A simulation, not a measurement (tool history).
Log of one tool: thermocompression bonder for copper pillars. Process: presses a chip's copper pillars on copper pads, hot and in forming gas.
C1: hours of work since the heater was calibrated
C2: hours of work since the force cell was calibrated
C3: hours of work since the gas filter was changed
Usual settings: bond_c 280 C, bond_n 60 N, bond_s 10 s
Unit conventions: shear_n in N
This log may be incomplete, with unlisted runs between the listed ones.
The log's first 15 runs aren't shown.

{"run": 16, "hour": 394.3, "bond_c": 280, "bond_n": 60, "bond_s": 6, "C1": 264, "C2": 32, "C3": 106, "shear_n": 39.0}
{"run": 17, "hour": 415.4, "bond_c": 280, "bond_n": 60, "bond_s": 6, "C1": 276, "C2": 43, "C3": 117, "shear_n": 39.2}
{"run": 18, "hour": 440.7, "bond_c": 280, "bond_n": 60, "bond_s": 6, "C1": 289, "C2": 57, "C3": 131, "shear_n": 39.1}
{"hour": 447.6, "done": "force cell calibrated, once more"}
{"run": 19, "hour": 471.0, "bond_c": 280, "bond_n": 60, "bond_s": 6, "C1": 305, "C2": 13, "C3": 146, "shear_n": 39.0}
{"run": 20, "hour": 499.8, "bond_c": 280, "bond_n": 60, "bond_s": 6, "C1": 320, "C2": 28, "C3": 162, "shear_n": 38.8}
{"run": 21, "hour": 535.3, "bond_c": 280, "bond_n": 60, "bond_s": 6, "C1": 340, "C2": 47, "C3": 181, "shear_n": 39.4}
{"run": 22, "hour": 557.5, "bond_c": 278, "bond_n": 64, "bond_s": 5, "C1": 351, "C2": 59, "C3": 193, "shear_n": 37.1}
{"run": 23, "hour": 587.5, "bond_c": 278, "bond_n": 64, "bond_s": 5, "C1": 368, "C2": 75, "C3": 209, "shear_n": 36.9}
{"run": 24, "hour": 613.7, "bond_c": 276, "bond_n": 81, "bond_s": 10, "C1": 382, "C2": 89, "C3": 223, "shear_n": 52.7}
{"run": 25, "hour": 636.2, "bond_c": 276, "bond_n": 61, "bond_s": 6, "C1": 394, "C2": 102, "C3": 235, "shear_n": 37.9}
{"run": 26, "hour": 670.2, "bond_c": 280, "bond_n": 73, "bond_s": 12, "C1": 412, "C2": 120, "C3": 254, "shear_n": 55.6}
{"run": 27, "hour": 707.7, "bond_c": 303, "bond_n": 73, "bond_s": 11, "C1": 432, "C2": 140, "C3": 274, "shear_n": 65.6}
{"run": 28, "hour": 728.8, "bond_c": 307, "bond_n": 60, "bond_s": 10, "C1": 444, "C2": 151, "C3": 285, "shear_n": 58.8}
{"hour": 731.6, "done": "forming gas filter changed"}
{"run": 29, "hour": 749.2, "bond_c": 261, "bond_n": 68, "bond_s": 9, "C1": 454, "C2": 162, "C3": 10, "shear_n": 40.1}
{"run": 30, "hour": 766.8, "bond_c": 261, "bond_n": 68, "bond_s": 9, "C1": 464, "C2": 172, "C3": 19, "shear_n": 39.9}

Run 31 comes next. What will it give?
{"run": 31, "hour": 802.0, "bond_c": 261, "bond_n": 68, "bond_s": 9, "C1": 483, "C2": 191, "C3": 38, "shear_n": "?"}

{"run 31": {"shear_n": 39.5}}
Minus the tool's unlogged condition, the same run would have read shear_n 38.0 N.
